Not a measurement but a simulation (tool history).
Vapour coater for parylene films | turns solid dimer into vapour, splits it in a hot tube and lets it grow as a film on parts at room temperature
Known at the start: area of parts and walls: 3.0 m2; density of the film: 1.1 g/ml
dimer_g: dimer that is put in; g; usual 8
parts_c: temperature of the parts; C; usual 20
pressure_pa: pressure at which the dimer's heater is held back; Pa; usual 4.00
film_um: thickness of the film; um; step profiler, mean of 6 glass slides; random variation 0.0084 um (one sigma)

run 1 hour=0.0 | dimer_g=8 parts_c=20 pressure_pa=4.00 | film_um=1.771
run 2 hour=15.3 | dimer_g=8 parts_c=19 pressure_pa=4.00 | film_um=1.817
run 3 hour=23.0 | dimer_g=8 parts_c=20 pressure_pa=4.00 | film_um=1.785
run 4 hour=38.4 | dimer_g=8 parts_c=20 pressure_pa=4.00 | film_um=1.777
run 5 hour=52.4 | dimer_g=8 parts_c=20 pressure_pa=4.00 | film_um=1.770
run 6 hour=62.7 | dimer_g=6 parts_c=17 pressure_pa=4.00 | film_um=1.439
run 7 hour=74.9 | dimer_g=6 parts_c=17 pressure_pa=4.00 | film_um=1.450
run 8 hour=92.1 | dimer_g=9 parts_c=12 pressure_pa=2.92 | film_um=2.583
run 9 hour=100.6 | dimer_g=8 parts_c=28 pressure_pa=8.72 | film_um=1.299
run 10 hour=108.6 | dimer_g=8 parts_c=28 pressure_pa=8.72 | film_um=1.298

5 ways to go on from here, each from the tool as it stands after run 10. What would each give?
run A hour=126.2 | dimer_g=3 parts_c=24 pressure_pa=4.00 | film_um=?
run B hour=126.2 | dimer_g=10 parts_c=20 pressure_pa=4.00 | film_um=?
run C hour=126.2 | dimer_g=4 parts_c=20 pressure_pa=6.27 | film_um=?
run D hour=126.2 | dimer_g=12 parts_c=28 pressure_pa=3.41 | film_um=?
run E hour=126.2 | dimer_g=8 parts_c=20 pressure_pa=4.82 | film_um=?

run=A film_um=0.608
run=B film_um=2.234
run=C film_um=0.845
run=D film_um=2.192
run=E film_um=1.741
Without the tool's hidden state the same runs would have given:
run=A film_um=0.608
run=B film_um=2.235
run=C film_um=0.846
run=D film_um=2.193
run=E film_um=1.742
